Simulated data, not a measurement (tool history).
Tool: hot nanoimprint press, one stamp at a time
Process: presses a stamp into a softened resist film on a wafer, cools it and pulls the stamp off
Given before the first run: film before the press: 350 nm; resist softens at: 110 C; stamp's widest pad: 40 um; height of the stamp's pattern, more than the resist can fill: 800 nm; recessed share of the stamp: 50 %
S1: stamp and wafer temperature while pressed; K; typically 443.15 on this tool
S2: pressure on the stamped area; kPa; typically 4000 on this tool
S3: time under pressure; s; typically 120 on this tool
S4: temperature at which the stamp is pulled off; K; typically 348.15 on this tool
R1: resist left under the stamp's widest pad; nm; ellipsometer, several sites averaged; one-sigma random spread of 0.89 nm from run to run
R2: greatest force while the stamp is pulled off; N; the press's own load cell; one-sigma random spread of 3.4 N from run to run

{"run": 1, "hour": 0.0, "S1": 443.15, "S2": 4000, "S3": 120, "S4": 348.15, "R1": 168.4, "R2": 190}
{"run": 2, "hour": 25.3, "S1": 452.15, "S2": 4000, "S3": 120, "S4": 348.15, "R1": 95.4, "R2": 193}
{"run": 3, "hour": 50.6, "S1": 452.15, "S2": 4000, "S3": 120, "S4": 348.15, "R1": 95.6, "R2": 193}
{"run": 4, "hour": 71.2, "S1": 452.15, "S2": 4000, "S3": 120, "S4": 348.15, "R1": 96, "R2": 204}
{"run": 5, "hour": 92.6, "S1": 452.15, "S2": 4000, "S3": 120, "S4": 348.15, "R1": 95.1, "R2": 196}
{"run": 6, "hour": 118.1, "S1": 452.15, "S2": 4000, "S3": 120, "S4": 348.15, "R1": 96.5, "R2": 203}
{"run": 7, "hour": 143.0, "S1": 452.15, "S2": 4000, "S3": 120, "S4": 348.15, "R1": 96.8, "R2": 205}
{"run": 8, "hour": 165.4, "S1": 452.15, "S2": 4000, "S3": 120, "S4": 348.15, "R1": 96.5, "R2": 213}
{"run": 9, "hour": 181.0, "S1": 452.15, "S2": 4000, "S3": 120, "S4": 352.15, "R1": 98.1, "R2": 189}
{"run": 10, "hour": 201.5, "S1": 452.15, "S2": 4000, "S3": 120, "S4": 352.15, "R1": 96.7, "R2": 200}
{"run": 11, "hour": 217.2, "S1": 452.15, "S2": 4000, "S3": 120, "S4": 352.15, "R1": 97.3, "R2": 196}
{"run": 12, "hour": 229.3, "S1": 452.15, "S2": 4000, "S3": 120, "S4": 352.15, "R1": 97.5, "R2": 190}
{"run": 13, "hour": 241.6, "S1": 452.15, "S2": 4000, "S3": 120, "S4": 352.15, "R1": 96.8, "R2": 192}
{"run": 14, "hour": 258.3, "S1": 436.15, "S2": 4000, "S3": 120, "S4": 348.15, "R1": 254.1, "R2": 212}
{"run": 15, "hour": 277.0, "S1": 443.15, "S2": 3390, "S3": 120, "S4": 348.15, "R1": 187.3, "R2": 229}
{"hour": 301.3, "done": "stamp cleaned and given a new release coat"}
{"run": 16, "hour": 305.0, "S1": 438.15, "S2": 5620, "S3": 179, "S4": 348.15, "R1": 180.4, "R2": 179}
{"run": 17, "hour": 323.4, "S1": 446.15, "S2": 5620, "S3": 179, "S4": 346.15, "R1": 103.1, "R2": 196}
{"hour": 328.0, "done": "plate thermocouple calibrated"}
{"run": 18, "hour": 339.5, "S1": 436.15, "S2": 2840, "S3": 103, "S4": 348.15, "R1": 268.2, "R2": 171}
{"run": 19, "hour": 366.0, "S1": 443.15, "S2": 4000, "S3": 130, "S4": 340.15, "R1": 150.3, "R2": 216}
{"run": 20, "hour": 383.8, "S1": 443.15, "S2": 4000, "S3": 130, "S4": 340.15, "R1": 154.4, "R2": 219}
{"run": 21, "hour": 401.6, "S1": 443.15, "S2": 4110, "S3": 130, "S4": 340.15, "R1": 152.6, "R2": 224}
{"run": 22, "hour": 414.7, "S1": 443.15, "S2": 5040, "S3": 120, "S4": 335.15, "R1": 145.7, "R2": 246}
{"run": 23, "hour": 427.6, "S1": 442.15, "S2": 3360, "S3": 204, "S4": 355.15, "R1": 146.9, "R2": 154}
{"run": 24, "hour": 448.8, "S1": 433.15, "S2": 3500, "S3": 120, "S4": 339.15, "R1": 280.4, "R2": 227}
{"run": 25, "hour": 469.7, "S1": 433.15, "S2": 3500, "S3": 120, "S4": 339.15, "R1": 277.9, "R2": 235}
{"run": 26, "hour": 495.7, "S1": 433.15, "S2": 3500, "S3": 120, "S4": 339.15, "R1": 278.2, "R2": 236}
{"run": 27, "hour": 515.7, "S1": 433.15, "S2": 3500, "S3": 120, "S4": 339.15, "R1": 280, "R2": 245}
{"run": 28, "hour": 528.4, "S1": 438.15, "S2": 3500, "S3": 67, "S4": 344.15, "R1": 260.3, "R2": 213}
{"run": 29, "hour": 546.3, "S1": 438.15, "S2": 3500, "S3": 67, "S4": 344.15, "R1": 261, "R2": 213}
{"run": 30, "hour": 564.3, "S1": 437.15, "S2": 4000, "S3": 120, "S4": 337.15, "R1": 227.1, "R2": 253}

Each row is a separate what-if for the run after 30, all from the same tool condition, not one after another. Results?
{"run": "A", "hour": 588.8, "S1": 437.15, "S2": 5010, "S3": 120, "S4": 337.15, "R1": "?", "R2": "?"}
{"run": "B", "hour": 588.8, "S1": 451.15, "S2": 4000, "S3": 120, "S4": 337.15, "R1": "?", "R2": "?"}
{"run": "C", "hour": 588.8, "S1": 454.15, "S2": 4000, "S3": 120, "S4": 337.15, "R1": "?", "R2": "?"}

run=A R1=212.8 R2=264
run=B R1=97 R2=261
run=C R1=80.1 R2=260
Had the tool no hidden state, the same runs would have come out as:
run=A R1=207.3 R2=224
run=B R1=94.2 R2=222
run=C R1=77.8 R2=221

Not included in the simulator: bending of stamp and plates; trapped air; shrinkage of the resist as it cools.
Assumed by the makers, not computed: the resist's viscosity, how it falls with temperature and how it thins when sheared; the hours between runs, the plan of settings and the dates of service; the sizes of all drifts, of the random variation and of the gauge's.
